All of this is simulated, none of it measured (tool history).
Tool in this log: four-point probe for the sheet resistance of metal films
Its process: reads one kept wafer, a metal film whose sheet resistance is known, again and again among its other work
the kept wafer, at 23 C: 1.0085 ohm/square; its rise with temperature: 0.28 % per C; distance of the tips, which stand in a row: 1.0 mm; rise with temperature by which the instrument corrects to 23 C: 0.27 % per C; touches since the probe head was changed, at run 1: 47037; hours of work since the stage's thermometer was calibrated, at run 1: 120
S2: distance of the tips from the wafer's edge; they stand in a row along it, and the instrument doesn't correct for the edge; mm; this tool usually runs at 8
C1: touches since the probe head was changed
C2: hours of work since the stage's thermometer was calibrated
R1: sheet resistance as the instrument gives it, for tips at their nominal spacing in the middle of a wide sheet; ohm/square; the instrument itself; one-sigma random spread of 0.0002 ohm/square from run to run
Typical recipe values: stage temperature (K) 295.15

Run 1, day 0: usual settings; C1 47037; C2 120. Result: R1 1.023682 ohm/square.
Run 2, day 4.338: usual settings; C1 52851; C2 190. Result: R1 1.024169 ohm/square.
Run 3, day 6.654: usual settings; C1 55955; C2 227. Result: R1 1.024355 ohm/square.
Run 4, day 10.662: usual settings but stage temperature (K) 294.15; C1 61321; C2 292. Result: R1 1.024517 ohm/square.
Run 5, day 15.142: usual settings; C1 67324; C2 364. Result: R1 1.024947 ohm/square.
Run 6, day 17.488: usual settings; C1 70465; C2 402. Result: R1 1.025026 ohm/square.
Run 7, day 21.679: usual settings; C1 76081; C2 469. Result: R1 1.025422 ohm/square.
Run 8, day 24.762: usual settings but stage temperature (K) 300.15; C1 80214; C2 519. Result: R1 1.026164 ohm/square.
Run 9, day 30.233: usual settings; C1 87545; C2 607. Result: R1 1.025814 ohm/square.
Run 10, day 34.108: usual settings; C1 92737; C2 670. Result: R1 1.026574 ohm/square.
Run 11, day 36.933: usual settings; C1 96519; C2 715. Result: R1 1.026573 ohm/square.
Run 12, day 41.667: usual settings but stage temperature (K) 293.15; C1 102863; C2 792. Result: R1 1.026346 ohm/square.
Run 13, day 45.629: usual settings but stage temperature (K) 293.15; C1 108173; C2 856. Result: R1 1.026702 ohm/square.
Run 14, day 48.1: usual settings but stage temperature (K) 307.15, S2 21 mm; C1 111484; C2 895. Result: R1 1.02112 ohm/square.
Run 15, day 53.142: usual settings but stage temperature (K) 304.15, S2 21 mm; C1 118236; C2 977. Result: R1 1.021227 ohm/square.
Run 16, day 56.792: usual settings but stage temperature (K) 299.15, S2 9 mm; C1 123125; C2 1035. Result: R1 1.026478 ohm/square.
Run 17, day 61.475: usual settings but stage temperature (K) 304.15, S2 73 mm; C1 129403; C2 1111. Result: R1 1.020568 ohm/square.
Run 18, day 65.633: usual settings but stage temperature (K) 304.15, S2 73 mm; C1 134972; C2 1178. Result: R1 1.021291 ohm/square.
Run 19, day 69.346: usual settings but stage temperature (K) 303.15, S2 11 mm; C1 139950; C2 1238. Result: R1 1.025806 ohm/square.
Run 20, day 74.683: usual settings but stage temperature (K) 298.15; C1 147100; C2 1324. Result: R1 1.029573 ohm/square.
Run 21, day 79.488: usual settings but S2 26 mm; C1 153535; C2 1401. Result: R1 1.021729 ohm/square.
Run 22, day 84.154: usual settings but stage temperature (K) 291.15, S2 3 mm; C1 159785; C2 1476. Result: R1 1.078475 ohm/square.
Run 23, day 88.392: usual settings but stage temperature (K) 297.15, S2 9 mm; C1 165467; C2 1545. Result: R1 1.028626 ohm/square.
Run 24, day 93.879: usual settings but stage temperature (K) 300.15, S2 9 mm; C1 172819; C2 1633. Result: R1 1.029433 ohm/square.

Run 25 is up next; what results do you expect?
Run 25, day 99.479: usual settings but S2 4 mm; C1 180321; C2 1723. Result: R1 ?.

R1: 1.055357 ohm/square
If the tool had no hidden condition, the same run with the same run-to-run variation would have returned R1 1.041003 ohm/square.

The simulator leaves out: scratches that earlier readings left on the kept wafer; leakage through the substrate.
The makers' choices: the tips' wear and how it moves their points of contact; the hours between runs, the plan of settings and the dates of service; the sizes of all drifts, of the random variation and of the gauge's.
